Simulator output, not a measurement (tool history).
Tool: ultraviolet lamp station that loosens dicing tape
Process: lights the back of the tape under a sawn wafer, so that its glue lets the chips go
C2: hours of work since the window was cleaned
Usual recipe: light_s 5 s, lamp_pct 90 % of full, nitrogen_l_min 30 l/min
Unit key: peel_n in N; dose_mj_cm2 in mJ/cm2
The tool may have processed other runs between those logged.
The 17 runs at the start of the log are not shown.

run 18 hour=373 | light_s=5 lamp_pct=65 nitrogen_l_min=30 | hours_of_work_of_the_lamp=315 C2=111 | peel_n=0.86 dose_mj_cm2=224
run 19 hour=397 | light_s=5 lamp_pct=65 nitrogen_l_min=30 | hours_of_work_of_the_lamp=324 C2=120 | peel_n=0.836 dose_mj_cm2=219
run 20 hour=428.5 | light_s=6 lamp_pct=90 nitrogen_l_min=30 | hours_of_work_of_the_lamp=337 C2=133 | peel_n=0.275 dose_mj_cm2=371
run 21 hour=455.4 | light_s=6 lamp_pct=90 nitrogen_l_min=30 | hours_of_work_of_the_lamp=348 C2=144 | peel_n=0.294 dose_mj_cm2=361
run 22 hour=484.6 | light_s=6 lamp_pct=90 nitrogen_l_min=30 | hours_of_work_of_the_lamp=360 C2=156 | peel_n=0.289 dose_mj_cm2=355
run 23 hour=514.2 | light_s=6 lamp_pct=90 nitrogen_l_min=30 | hours_of_work_of_the_lamp=372 C2=168 | peel_n=0.3 dose_mj_cm2=355
run 24 hour=536.8 | light_s=6 lamp_pct=90 nitrogen_l_min=30 | hours_of_work_of_the_lamp=381 C2=177 | peel_n=0.314 dose_mj_cm2=347
run 25 hour=565.5 | light_s=5 lamp_pct=90 nitrogen_l_min=12 | hours_of_work_of_the_lamp=393 C2=189 | peel_n=0.905 dose_mj_cm2=288
run 26 hour=595.8 | light_s=3 lamp_pct=62 nitrogen_l_min=30 | hours_of_work_of_the_lamp=405 C2=201 | peel_n=2.378 dose_mj_cm2=116
run 27 hour=610.1 | light_s=9 lamp_pct=90 nitrogen_l_min=30 | hours_of_work_of_the_lamp=411 C2=207 | peel_n=0.136 dose_mj_cm2=508
run 28 hour=628.8 | light_s=4 lamp_pct=92 nitrogen_l_min=21 | hours_of_work_of_the_lamp=418 C2=214 | peel_n=0.988 dose_mj_cm2=229

Estimate the outcome of run 29 from the log above:
-- hour=650.8 window cleaned of glue's vapour
run 29 hour=658.9 | light_s=8 lamp_pct=91 nitrogen_l_min=15 | hours_of_work_of_the_lamp=430 C2=3 | peel_n=? dose_mj_cm2=?

Run 29 gave peel_n 0.201 N, dose_mj_cm2 524 mJ/cm2.
Had the tool carried no hidden state, the very same run would have given peel_n 0.148 N, dose_mj_cm2 629 mJ/cm2.

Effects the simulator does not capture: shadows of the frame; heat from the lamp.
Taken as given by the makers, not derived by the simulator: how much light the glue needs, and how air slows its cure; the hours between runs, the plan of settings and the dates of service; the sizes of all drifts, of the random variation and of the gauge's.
